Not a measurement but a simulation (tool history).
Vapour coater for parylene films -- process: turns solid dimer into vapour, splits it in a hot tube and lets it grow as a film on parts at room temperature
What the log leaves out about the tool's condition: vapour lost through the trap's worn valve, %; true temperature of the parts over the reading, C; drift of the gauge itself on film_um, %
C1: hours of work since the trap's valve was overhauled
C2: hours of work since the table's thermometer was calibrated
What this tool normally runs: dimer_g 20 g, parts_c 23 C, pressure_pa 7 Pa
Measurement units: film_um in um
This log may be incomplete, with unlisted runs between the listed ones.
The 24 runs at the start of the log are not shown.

Run 25, hour 551.8: usual settings but dimer_g 28 g, parts_c 29 C; C1 564; C2 1217. Result: film_um 14.8 um.
Run 26, hour 568.6: usual settings but dimer_g 17 g, pressure_pa 3.49 Pa; C1 577; C2 1229. Result: film_um 12.43 um.
Run 27, hour 585.6: usual settings but dimer_g 31 g, parts_c 17 C; C1 589; C2 1242. Result: film_um 29.73 um.
At hour 602.2: trap's valve overhauled.
Run 28, hour 610.9: usual settings but dimer_g 31 g, parts_c 17 C; C1 6; C2 1257. Result: film_um 29.55 um.
Run 29, hour 627.4: usual settings but pressure_pa 2.31 Pa; C1 18; C2 1269. Result: film_um 14.96 um.
Run 30, hour 643.1: usual settings but dimer_g 27 g, pressure_pa 4.81 Pa; C1 30; C2 1281. Result: film_um 19.69 um.
Run 31, hour 673: usual settings but dimer_g 13 g, parts_c 26 C, pressure_pa 5.33 Pa; C1 52; C2 1302. Result: film_um 8.11 um.
Run 32, hour 691.5: usual settings but dimer_g 13 g, parts_c 26 C, pressure_pa 5.33 Pa; C1 65; C2 1316. Result: film_um 8.15 um.
Run 33, hour 723.3: usual settings but dimer_g 10 g, parts_c 22 C, pressure_pa 5.33 Pa; C1 88; C2 1339. Result: film_um 7.57 um.
Run 34, hour 753.1: usual settings but dimer_g 10 g, parts_c 22 C, pressure_pa 5.33 Pa; C1 110; C2 1361. Result: film_um 7.6 um.
Run 35, hour 774.5: usual settings but dimer_g 28 g, pressure_pa 3.23 Pa; C1 126; C2 1376. Result: film_um 20.69 um.
Run 36, hour 800.7: usual settings but dimer_g 28 g, pressure_pa 3.23 Pa; C1 145; C2 1396. Result: film_um 20.97 um.
Run 37, hour 824.8: usual settings but dimer_g 28 g, pressure_pa 3.23 Pa; C1 162; C2 1413. Result: film_um 20.78 um.
Run 38, hour 847.5: usual settings but dimer_g 28 g, pressure_pa 3.23 Pa; C1 179; C2 1430. Result: film_um 20.55 um.
Run 39, hour 879: usual settings but dimer_g 28 g, pressure_pa 3.23 Pa; C1 202; C2 1453. Result: film_um 20.67 um.
Run 40, hour 904.3: usual settings but parts_c 30 C, pressure_pa 3.51 Pa; C1 220; C2 1471. Result: film_um 10.48 um.
Run 41, hour 919.1: usual settings but parts_c 30 C, pressure_pa 3.51 Pa; C1 231; C2 1482. Result: film_um 10.61 um.
Run 42, hour 949.1: usual settings but parts_c 30 C, pressure_pa 3.51 Pa; C1 253; C2 1504. Result: film_um 10.53 um.
Run 43, hour 977: usual settings but parts_c 30 C, pressure_pa 3.51 Pa; C1 273; C2 1524. Result: film_um 10.51 um.
Run 44, hour 1002.3: usual settings but dimer_g 14 g, pressure_pa 5.42 Pa; C1 292; C2 1542. Result: film_um 10.19 um.
Run 45, hour 1030: usual settings but dimer_g 14 g, pressure_pa 5.42 Pa; C1 312; C2 1563. Result: film_um 10.05 um.
Run 46, hour 1047.4: usual settings but dimer_g 14 g, pressure_pa 5.42 Pa; C1 324; C2 1575. Result: film_um 10.02 um.
Run 47, hour 1065.4: usual settings but parts_c 20 C; C1 338; C2 1588. Result: film_um 16.41 um.

Each row is a separate what-if for the run after 47, all from the same tool condition, not one after another. Results?
Run A, hour 1092.5: usual settings but dimer_g 33 g, parts_c 28 C; C1 357; C2 1608. Result: film_um ?.
Run B, hour 1092.5: usual settings but dimer_g 9 g, parts_c 18 C, pressure_pa 3.54 Pa; C1 357; C2 1608. Result: film_um ?.
Run C, hour 1092.5: usual settings but dimer_g 14 g; C1 357; C2 1608. Result: film_um ?.

run  film_um
  A    18.35
  B     8.44
  C     9.88
Without the tool's unlogged condition, the same runs would have read:
run  film_um
  A    18.39
  B     8.45
  C      9.9
